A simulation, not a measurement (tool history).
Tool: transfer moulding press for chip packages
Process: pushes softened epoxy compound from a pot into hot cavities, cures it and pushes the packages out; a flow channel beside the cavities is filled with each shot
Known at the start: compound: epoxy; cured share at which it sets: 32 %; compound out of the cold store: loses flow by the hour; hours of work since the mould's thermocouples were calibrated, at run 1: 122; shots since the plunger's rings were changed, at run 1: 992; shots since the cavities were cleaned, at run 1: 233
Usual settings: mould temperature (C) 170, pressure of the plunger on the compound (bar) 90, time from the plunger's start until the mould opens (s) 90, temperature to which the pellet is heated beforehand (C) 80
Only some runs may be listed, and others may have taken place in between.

| run | hour | mould temperature (C) | pressure of the plunger on the compound (bar) | time from the plunger's start until the mould opens (s) | temperature to which the pellet is heated beforehand (C) | hours of work since the mould's thermocouples were calibrated | shots since the plunger's rings were changed | shots since the cavities were cleaned | incoming compound's hours out of the cold store | length that the compound runs in the flow channel (mm) | greatest force on the pins that push the packages out (N) |
|---|---|---|---|---|---|---|---|---|---|---|---|
| 1 | 0.0 | 170 | 90 | 90 | 80 | 122 | 992 | 233 | 28.2 | 573 | 259 |
| 2 | 43.4 | 170 | 90 | 90 | 80 | 145 | 1459 | 700 | 40.0 | 556 | 356 |
|  | 77.1 | cavities cleaned with cleaning compound and waxed |
| 3 | 113.7 | 170 | 90 | 90 | 80 | 183 | 2200 | 394 | 22.9 | 579 | 456 |
|  | 174.0 | cavities cleaned with cleaning compound and waxed |
| 4 | 201.5 | 170 | 90 | 90 | 81 | 230 | 3129 | 296 | 42.9 | 545 | 286 |
|  | 273.5 | cavities cleaned with cleaning compound and waxed |
| 5 | 281.9 | 170 | 90 | 90 | 80 | 273 | 3979 | 90 | 36.4 | 552 | 226 |
|  | 365.8 | cavities cleaned with cleaning compound and waxed, once more |
|  | 368.3 | plunger's sealing rings changed |
| 6 | 368.3 | 170 | 90 | 90 | 80 | 317 | 0 | 0 | 8.7 | 607 | 209 |
| 7 | 417.6 | 170 | 90 | 90 | 70 | 344 | 531 | 531 | 15.3 | 595 | 344 |
|  | 470.1 | cavities cleaned with cleaning compound and waxed |
| 8 | 470.8 | 170 | 90 | 90 | 70 | 372 | 1087 | 7 | 33.5 | 563 | 218 |
| 9 | 549.7 | 170 | 90 | 90 | 70 | 415 | 1937 | 857 | 18.1 | 586 | 388 |
|  | 568.8 | cavities cleaned with cleaning compound and waxed |
| 10 | 616.4 | 170 | 90 | 90 | 70 | 451 | 2639 | 512 | 40.2 | 550 | 314 |
|  | 665.9 | cavities cleaned with cleaning compound and waxed |
| 11 | 682.2 | 170 | 90 | 90 | 84 | 486 | 3331 | 174 | 29.0 | 565 | 245 |
| 12 | 736.0 | 170 | 90 | 90 | 84 | 515 | 3911 | 754 | 29.6 | 559 | 338 |
|  | 764.6 | cavities cleaned with cleaning compound and waxed |
| 13 | 784.0 | 170 | 90 | 90 | 84 | 540 | 4412 | 210 | 27.1 | 562 | 247 |
|  | 825.6 | plunger's sealing rings changed |
|  | 866.9 | cavities cleaned with cleaning compound and waxed |
| 14 | 877.3 | 170 | 90 | 90 | 80 | 589 | 541 | 112 | 35.4 | 563 | 239 |

What does the tool deliver on the next run?
| 15 | 939.1 | 170 | 90 | 80 | 88 | 623 | 1206 | 777 | 15.0 | ? | ? |

{"run 15": {"length that the compound runs in the flow channel (mm)": 595, "greatest force on the pins that push the packages out (N)": 434}}
Were there no unlogged condition in the tool, this run, its random variation unchanged, would have produced length that the compound runs in the flow channel (mm) 603, greatest force on the pins that push the packages out (N) 266.
